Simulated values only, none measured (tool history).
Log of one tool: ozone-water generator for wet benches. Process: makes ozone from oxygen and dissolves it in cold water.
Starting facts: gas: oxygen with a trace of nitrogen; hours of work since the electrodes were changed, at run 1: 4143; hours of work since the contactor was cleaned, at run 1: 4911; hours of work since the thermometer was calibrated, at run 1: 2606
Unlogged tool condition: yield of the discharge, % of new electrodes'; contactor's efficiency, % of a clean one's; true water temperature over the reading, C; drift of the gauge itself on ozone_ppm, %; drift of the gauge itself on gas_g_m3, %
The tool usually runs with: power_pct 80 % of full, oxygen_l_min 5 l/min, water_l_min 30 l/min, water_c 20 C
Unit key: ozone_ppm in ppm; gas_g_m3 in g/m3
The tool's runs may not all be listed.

run	hour	power_pct	oxygen_l_min	water_l_min	water_c	hours of work since the electrodes were changed	hours of work since the contactor was cleaned	hours of work since the thermometer was calibrated	ozone_ppm	gas_g_m3
1	0.0	80	5	30	20	4143	4911	2606	20.6	236.4
# hour 72.0: contactor cleaned
2	74.7	80	5	30	20	4211	3	2674	21.4	231.9
3	154.2	80	5	30	20	4288	79	2751	21.1	231.8
4	237.3	80	5	30	20	4368	159	2831	21.3	233.3
5	335.9	50	5	30	20	4463	254	2926	14.7	161.4
6	437.6	50	5	30	20	4560	352	3023	14.8	158.3
# hour 447.8: water thermometer calibrated
7	529.8	50	5	30	20	4649	440	79	14.6	161.4
8	654.3	50	5	30	20	4769	560	199	14.7	158.1
9	715.4	80	5	23	20	4827	619	258	25.9	228.6
10	775.5	80	5	23	25	4885	677	315	24.4	228.9
11	876.4	40	5	23	25	4982	774	413	13.7	132.5

Expected results for the next run?
12	943.0	40	5	23	25	5046	838	477	?	?

{"run 12": {"ozone_ppm": 13.9, "gas_g_m3": 133.2}}
With no hidden state in the tool, this same run would have given ozone_ppm 14.9 ppm, gas_g_m3 141.5 g/m3.

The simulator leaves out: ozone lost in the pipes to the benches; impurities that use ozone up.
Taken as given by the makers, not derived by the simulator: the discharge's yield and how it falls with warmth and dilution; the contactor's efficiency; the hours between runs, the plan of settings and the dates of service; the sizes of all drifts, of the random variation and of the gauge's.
